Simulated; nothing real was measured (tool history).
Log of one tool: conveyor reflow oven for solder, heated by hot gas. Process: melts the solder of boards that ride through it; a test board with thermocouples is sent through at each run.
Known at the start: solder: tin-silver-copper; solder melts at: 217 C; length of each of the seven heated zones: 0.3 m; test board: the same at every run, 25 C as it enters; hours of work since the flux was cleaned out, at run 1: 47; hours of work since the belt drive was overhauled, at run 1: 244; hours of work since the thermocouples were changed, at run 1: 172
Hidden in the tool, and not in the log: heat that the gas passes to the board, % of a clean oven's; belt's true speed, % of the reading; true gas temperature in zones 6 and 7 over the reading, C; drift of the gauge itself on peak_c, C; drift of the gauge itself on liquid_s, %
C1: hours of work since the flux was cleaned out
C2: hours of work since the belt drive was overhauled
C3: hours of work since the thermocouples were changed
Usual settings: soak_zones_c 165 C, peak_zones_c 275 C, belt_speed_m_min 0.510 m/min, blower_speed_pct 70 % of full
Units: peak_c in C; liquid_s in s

run 1 day=0.000 | soak_zones_c=165 peak_zones_c=275 belt_speed_m_min=0.510 blower_speed_pct=70 | C1=47 C2=244 C3=172 | peak_c=254.2 liquid_s=51.0
run 2 day=0.321 | soak_zones_c=165 peak_zones_c=275 belt_speed_m_min=0.510 blower_speed_pct=70 | C1=52 C2=249 C3=177 | peak_c=254.2 liquid_s=50.8
run 3 day=0.596 | soak_zones_c=165 peak_zones_c=275 belt_speed_m_min=0.510 blower_speed_pct=70 | C1=57 C2=254 C3=182 | peak_c=255.0 liquid_s=50.8
run 4 day=0.796 | soak_zones_c=165 peak_zones_c=275 belt_speed_m_min=0.510 blower_speed_pct=70 | C1=60 C2=257 C3=185 | peak_c=255.0 liquid_s=50.6
run 5 day=1.146 | soak_zones_c=165 peak_zones_c=282 belt_speed_m_min=0.510 blower_speed_pct=70 | C1=66 C2=263 C3=192 | peak_c=261.0 liquid_s=54.3
run 6 day=1.350 | soak_zones_c=165 peak_zones_c=282 belt_speed_m_min=0.510 blower_speed_pct=70 | C1=70 C2=267 C3=195 | peak_c=260.7 liquid_s=54.5
run 7 day=1.700 | soak_zones_c=165 peak_zones_c=282 belt_speed_m_min=0.510 blower_speed_pct=70 | C1=76 C2=273 C3=201 | peak_c=260.0 liquid_s=54.6
run 8 day=2.017 | soak_zones_c=165 peak_zones_c=268 belt_speed_m_min=0.510 blower_speed_pct=70 | C1=82 C2=279 C3=207 | peak_c=248.5 liquid_s=46.2
run 9 day=2.338 | soak_zones_c=165 peak_zones_c=268 belt_speed_m_min=0.510 blower_speed_pct=70 | C1=87 C2=284 C3=212 | peak_c=248.0 liquid_s=46.8
run 10 day=2.504 | soak_zones_c=165 peak_zones_c=268 belt_speed_m_min=0.510 blower_speed_pct=70 | C1=90 C2=287 C3=215 | peak_c=249.4 liquid_s=47.3
run 11 day=2.754 | soak_zones_c=165 peak_zones_c=289 belt_speed_m_min=0.510 blower_speed_pct=70 | C1=94 C2=291 C3=219 | peak_c=266.6 liquid_s=58.1
run 12 day=3.133 | soak_zones_c=176 peak_zones_c=289 belt_speed_m_min=0.510 blower_speed_pct=70 | C1=101 C2=298 C3=226 | peak_c=268.3 liquid_s=61.8
run 13 day=3.438 | soak_zones_c=165 peak_zones_c=275 belt_speed_m_min=0.510 blower_speed_pct=70 | C1=106 C2=303 C3=231 | peak_c=253.4 liquid_s=51.0
run 14 day=3.696 | soak_zones_c=165 peak_zones_c=275 belt_speed_m_min=0.510 blower_speed_pct=70 | C1=110 C2=307 C3=235 | peak_c=254.1 liquid_s=51.2
run 15 day=4.067 | soak_zones_c=165 peak_zones_c=275 belt_speed_m_min=0.510 blower_speed_pct=70 | C1=117 C2=314 C3=242 | peak_c=254.8 liquid_s=50.8
run 16 day=4.454 | soak_zones_c=165 peak_zones_c=275 belt_speed_m_min=0.510 blower_speed_pct=70 | C1=124 C2=321 C3=249 | peak_c=254.5 liquid_s=51.2
run 17 day=4.717 | soak_zones_c=165 peak_zones_c=275 belt_speed_m_min=0.510 blower_speed_pct=70 | C1=128 C2=325 C3=253 | peak_c=253.6 liquid_s=50.7
run 18 day=5.012 | soak_zones_c=165 peak_zones_c=275 belt_speed_m_min=0.510 blower_speed_pct=52 | C1=133 C2=330 C3=258 | peak_c=249.1 liquid_s=46.0
run 19 day=5.183 | soak_zones_c=171 peak_zones_c=266 belt_speed_m_min=0.597 blower_speed_pct=52 | C1=136 C2=333 C3=261 | peak_c=235.8 liquid_s=29.5
run 20 day=5.558 | soak_zones_c=171 peak_zones_c=278 belt_speed_m_min=0.597 blower_speed_pct=90 | C1=143 C2=340 C3=268 | peak_c=256.7 liquid_s=45.2
run 21 day=5.817 | soak_zones_c=165 peak_zones_c=274 belt_speed_m_min=0.510 blower_speed_pct=70 | C1=147 C2=344 C3=272 | peak_c=253.6 liquid_s=50.2

Run 22 comes next. What will it give?
run 22 day=6.079 | soak_zones_c=165 peak_zones_c=274 belt_speed_m_min=0.510 blower_speed_pct=70 | C1=152 C2=349 C3=277 | peak_c=? liquid_s=?

Run 22 gave peak_c 254.0 C, liquid_s 50.2 s.
Without the tool's hidden state the same run would have given peak_c 254.1 C, liquid_s 50.3 s.
